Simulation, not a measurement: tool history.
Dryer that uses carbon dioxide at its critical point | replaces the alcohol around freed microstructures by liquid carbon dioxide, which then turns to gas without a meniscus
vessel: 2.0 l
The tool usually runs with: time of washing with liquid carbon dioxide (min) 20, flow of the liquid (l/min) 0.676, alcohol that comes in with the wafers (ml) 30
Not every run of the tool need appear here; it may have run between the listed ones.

run	hour	time of washing with liquid carbon dioxide (min)	flow of the liquid (l/min)	alcohol that comes in with the wafers (ml)	alcohol left in the vessel before it's heated (ppm by volume)
1	0	20	0.676	30	133
2	9.3	20	0.676	30	129
3	17	20	0.676	42	162
4	25.2	20	0.676	30	131
5	32	20	0.676	30	119
6	40.7	16	0.664	39	377
7	48.4	16	0.664	39	400
8	58.7	16	0.911	61	163
9	65.4	16	0.911	35	117
10	71.9	16	0.911	58	155

Below are 3 alternative next runs, each starting from the tool's condition after run 10. Predict each:
A	80.2	30	0.744	30	?
B	80.2	32	0.843	63	?
C	80.2	31	1.004	40	?

run	alcohol left in the vessel before it's heated (ppm by volume)
A	45
B	41
C	53
Without the tool's unlogged condition, the same runs would have read:
run	alcohol left in the vessel before it's heated (ppm by volume)
A	8
B	4
C	15

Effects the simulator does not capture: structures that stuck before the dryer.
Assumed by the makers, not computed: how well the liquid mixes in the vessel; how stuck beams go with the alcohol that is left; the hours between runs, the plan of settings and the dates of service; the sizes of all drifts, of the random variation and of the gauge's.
